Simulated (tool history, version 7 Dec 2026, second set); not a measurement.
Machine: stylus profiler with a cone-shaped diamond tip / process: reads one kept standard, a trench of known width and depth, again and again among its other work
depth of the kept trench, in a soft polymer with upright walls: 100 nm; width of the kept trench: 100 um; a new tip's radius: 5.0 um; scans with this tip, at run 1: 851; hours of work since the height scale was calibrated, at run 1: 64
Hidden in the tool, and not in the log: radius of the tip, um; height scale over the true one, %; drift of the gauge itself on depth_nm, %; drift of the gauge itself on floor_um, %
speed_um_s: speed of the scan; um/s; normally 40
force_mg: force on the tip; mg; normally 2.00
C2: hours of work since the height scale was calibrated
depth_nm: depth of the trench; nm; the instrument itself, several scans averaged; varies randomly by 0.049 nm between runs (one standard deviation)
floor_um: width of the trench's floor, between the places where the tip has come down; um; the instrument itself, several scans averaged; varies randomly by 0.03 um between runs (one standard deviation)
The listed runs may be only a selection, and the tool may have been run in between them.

{"run": 1, "hour": 0.0, "speed_um_s": 40, "force_mg": 2.0, "scans with this tip": 851, "C2": 64, "depth_nm": 100.59, "floor_um": 97.96}
{"run": 2, "hour": 22.4, "speed_um_s": 31, "force_mg": 2.0, "scans with this tip": 992, "C2": 74, "depth_nm": 100.73, "floor_um": 97.94}
{"run": 3, "hour": 38.4, "speed_um_s": 68, "force_mg": 2.0, "scans with this tip": 1093, "C2": 82, "depth_nm": 100.57, "floor_um": 97.87}
{"run": 4, "hour": 50.1, "speed_um_s": 68, "force_mg": 2.0, "scans with this tip": 1166, "C2": 87, "depth_nm": 100.7, "floor_um": 97.86}
{"run": 5, "hour": 68.0, "speed_um_s": 80, "force_mg": 2.0, "scans with this tip": 1278, "C2": 95, "depth_nm": 100.65, "floor_um": 97.77}
{"run": 6, "hour": 82.1, "speed_um_s": 40, "force_mg": 5.75, "scans with this tip": 1367, "C2": 102, "depth_nm": 101.35, "floor_um": 97.97}
{"run": 7, "hour": 108.5, "speed_um_s": 40, "force_mg": 5.75, "scans with this tip": 1533, "C2": 115, "depth_nm": 101.26, "floor_um": 97.9}
{"run": 8, "hour": 132.6, "speed_um_s": 40, "force_mg": 5.75, "scans with this tip": 1684, "C2": 126, "depth_nm": 101.22, "floor_um": 97.86}
{"run": 9, "hour": 157.2, "speed_um_s": 40, "force_mg": 5.75, "scans with this tip": 1839, "C2": 137, "depth_nm": 101.37, "floor_um": 97.86}
{"run": 10, "hour": 179.5, "speed_um_s": 40, "force_mg": 2.0, "scans with this tip": 1979, "C2": 148, "depth_nm": 100.68, "floor_um": 97.84}
{"run": 11, "hour": 200.7, "speed_um_s": 40, "force_mg": 2.57, "scans with this tip": 2112, "C2": 158, "depth_nm": 100.81, "floor_um": 97.85}
{"run": 12, "hour": 217.6, "speed_um_s": 40, "force_mg": 2.0, "scans with this tip": 2218, "C2": 166, "depth_nm": 100.66, "floor_um": 97.83}
{"run": 13, "hour": 236.3, "speed_um_s": 40, "force_mg": 2.0, "scans with this tip": 2336, "C2": 174, "depth_nm": 100.65, "floor_um": 97.82}
{"run": 14, "hour": 260.3, "speed_um_s": 40, "force_mg": 2.0, "scans with this tip": 2487, "C2": 186, "depth_nm": 100.66, "floor_um": 97.8}
{"run": 15, "hour": 279.8, "speed_um_s": 40, "force_mg": 2.0, "scans with this tip": 2609, "C2": 195, "depth_nm": 100.75, "floor_um": 97.81}
{"run": 16, "hour": 303.6, "speed_um_s": 129, "force_mg": 2.84, "scans with this tip": 2758, "C2": 206, "depth_nm": 100.83, "floor_um": 97.66}
{"run": 17, "hour": 316.5, "speed_um_s": 36, "force_mg": 1.64, "scans with this tip": 2840, "C2": 212, "depth_nm": 100.65, "floor_um": 97.79}
{"run": 18, "hour": 341.2, "speed_um_s": 155, "force_mg": 4.75, "scans with this tip": 2995, "C2": 224, "depth_nm": 101.12, "floor_um": 97.68}
{"run": 19, "hour": 356.1, "speed_um_s": 22, "force_mg": 2.16, "scans with this tip": 3088, "C2": 231, "depth_nm": 100.78, "floor_um": 97.81}
{"run": 20, "hour": 375.9, "speed_um_s": 22, "force_mg": 2.16, "scans with this tip": 3213, "C2": 240, "depth_nm": 100.69, "floor_um": 97.83}
{"run": 21, "hour": 397.9, "speed_um_s": 22, "force_mg": 2.16, "scans with this tip": 3351, "C2": 250, "depth_nm": 100.66, "floor_um": 97.75}
{"run": 22, "hour": 413.8, "speed_um_s": 22, "force_mg": 2.16, "scans with this tip": 3451, "C2": 258, "depth_nm": 100.71, "floor_um": 97.8}
{"run": 23, "hour": 431.4, "speed_um_s": 67, "force_mg": 2.16, "scans with this tip": 3561, "C2": 266, "depth_nm": 100.72, "floor_um": 97.67}
{"run": 24, "hour": 457.4, "speed_um_s": 67, "force_mg": 2.16, "scans with this tip": 3725, "C2": 278, "depth_nm": 100.76, "floor_um": 97.7}
{"run": 25, "hour": 469.7, "speed_um_s": 40, "force_mg": 1.39, "scans with this tip": 3802, "C2": 284, "depth_nm": 100.6, "floor_um": 97.72}
{"run": 26, "hour": 496.8, "speed_um_s": 62, "force_mg": 2.0, "scans with this tip": 3972, "C2": 297, "depth_nm": 100.73, "floor_um": 97.66}
{"run": 27, "hour": 520.7, "speed_um_s": 111, "force_mg": 3.5, "scans with this tip": 4122, "C2": 308, "depth_nm": 101.06, "floor_um": 97.66}
{"run": 28, "hour": 548.5, "speed_um_s": 45, "force_mg": 5.49, "scans with this tip": 4297, "C2": 321, "depth_nm": 101.26, "floor_um": 97.72}

Predict each of these 3 candidate next runs independently; none follows another, all start after run 28:
{"run": "A", "hour": 575.8, "speed_um_s": 99, "force_mg": 2.1, "scans with this tip": 4469, "C2": 334, "depth_nm": "?", "floor_um": "?"}
{"run": "B", "hour": 575.8, "speed_um_s": 81, "force_mg": 5.49, "scans with this tip": 4469, "C2": 334, "depth_nm": "?", "floor_um": "?"}
{"run": "C", "hour": 575.8, "speed_um_s": 45, "force_mg": 0.78, "scans with this tip": 4469, "C2": 334, "depth_nm": "?", "floor_um": "?"}

run=A depth_nm=100.78 floor_um=97.60
run=B depth_nm=101.34 floor_um=97.69
run=C depth_nm=100.40 floor_um=97.67
With the hidden condition removed and each run's random variation left untouched, the same runs would have given:
run=A depth_nm=100.65 floor_um=97.81
run=B depth_nm=101.21 floor_um=97.90
run=C depth_nm=100.27 floor_um=97.89
